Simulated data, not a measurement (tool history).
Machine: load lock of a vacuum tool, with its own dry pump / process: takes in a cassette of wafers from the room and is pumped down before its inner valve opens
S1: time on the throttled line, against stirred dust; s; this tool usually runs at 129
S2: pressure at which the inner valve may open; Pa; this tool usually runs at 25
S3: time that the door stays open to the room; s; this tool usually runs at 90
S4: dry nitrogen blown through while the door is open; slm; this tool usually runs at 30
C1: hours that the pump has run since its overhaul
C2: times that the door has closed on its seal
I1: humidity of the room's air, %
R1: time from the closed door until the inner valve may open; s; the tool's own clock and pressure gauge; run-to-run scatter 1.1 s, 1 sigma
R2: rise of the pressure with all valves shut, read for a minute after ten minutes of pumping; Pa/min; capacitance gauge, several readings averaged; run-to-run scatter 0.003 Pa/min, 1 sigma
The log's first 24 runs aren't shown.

run 25 hour=9057.1 | S1=129 S2=36 S3=90 S4=37 | C1=3995 C2=20198 | I1=43.0 | R1=168.2 R2=0.158
run 26 hour=9582.4 | S1=129 S2=31 S3=66 S4=30 | C1=4521 C2=20775 | I1=48.3 | R1=168.4 R2=0.156
run 27 hour=9856.4 | S1=129 S2=31 S3=66 S4=30 | C1=4795 C2=21076 | I1=45.0 | R1=169.5 R2=0.162
run 28 hour=10165.7 | S1=129 S2=25 S3=153 S4=30 | C1=5104 C2=21416 | I1=45.9 | R1=172.8 R2=0.183
run 29 hour=10431.6 | S1=129 S2=25 S3=153 S4=30 | C1=5370 C2=21708 | I1=45.1 | R1=173.1 R2=0.182
run 30 hour=10730.6 | S1=129 S2=19 S3=90 S4=7 | C1=5669 C2=22036 | I1=47.8 | R1=175.3 R2=0.208
run 31 hour=11135.8 | S1=129 S2=19 S3=90 S4=7 | C1=6074 C2=22481 | I1=42.6 | R1=176.4 R2=0.204
run 32 hour=11410.8 | S1=129 S2=19 S3=90 S4=7 | C1=6349 C2=22783 | I1=45.3 | R1=174.5 R2=0.213
run 33 hour=11647.9 | S1=129 S2=21 S3=90 S4=28 | C1=6586 C2=23044 | I1=44.5 | R1=172.0 R2=0.188
run 34 hour=12121.6 | S1=114 S2=21 S3=90 S4=37 | C1=7060 C2=23564 | I1=47.2 | R1=161.7 R2=0.191
run 35 hour=12565.1 | S1=99 S2=25 S3=139 S4=30 | C1=7503 C2=24051 | I1=45.4 | R1=147.5 R2=0.211
run 36 hour=12848.5 | S1=99 S2=27 S3=139 S4=37 | C1=7787 C2=24362 | I1=43.2 | R1=148.1 R2=0.207

Branching from run 36: 3 alternative next runs. What would each branch give?
run A hour=13115.0 | S1=86 S2=27 S3=139 S4=37 | C1=8053 C2=24655 | I1=46.9 | R1=? R2=?
run B hour=13115.0 | S1=93 S2=32 S3=139 S4=26 | C1=8053 C2=24655 | I1=41.2 | R1=? R2=?
run C hour=13115.0 | S1=129 S2=25 S3=37 S4=30 | C1=8053 C2=24655 | I1=46.1 | R1=? R2=?

run=A R1=135.9 R2=0.209
run=B R1=139.7 R2=0.212
run=C R1=174.5 R2=0.201
With the hidden condition removed and each run's random variation left untouched, the same runs would have given:
run=A R1=131.2 R2=0.029
run=B R1=135.2 R2=0.029
run=C R1=170.3 R2=0.018

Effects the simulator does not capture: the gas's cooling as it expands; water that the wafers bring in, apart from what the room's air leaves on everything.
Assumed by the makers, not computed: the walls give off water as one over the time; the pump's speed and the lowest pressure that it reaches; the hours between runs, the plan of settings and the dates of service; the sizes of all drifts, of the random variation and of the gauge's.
